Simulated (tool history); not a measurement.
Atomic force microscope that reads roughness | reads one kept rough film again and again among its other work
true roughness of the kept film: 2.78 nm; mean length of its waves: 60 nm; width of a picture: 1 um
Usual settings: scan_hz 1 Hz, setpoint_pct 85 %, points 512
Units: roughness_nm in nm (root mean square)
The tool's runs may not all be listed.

run,hour,scan_hz,setpoint_pct,points,roughness_nm
1,0,1,85,512,2.517
2,10.5,1,85,512,2.506
3,21.7,1,77,512,2.565
# hour 29.5: new tip fitted
4,34.5,1,85,512,2.536
5,45.7,1,85,512,2.528
6,59.5,1,85,512,2.52
7,71.6,1,85,512,2.508

Run 8 comes next. What will it give?
# hour 89.2: new tip fitted
8,89.2,1,85,512,?

roughness_nm: 2.539 nm (root mean square)
Without the tool's hidden state the same run would have given roughness_nm 2.517 nm (root mean square).
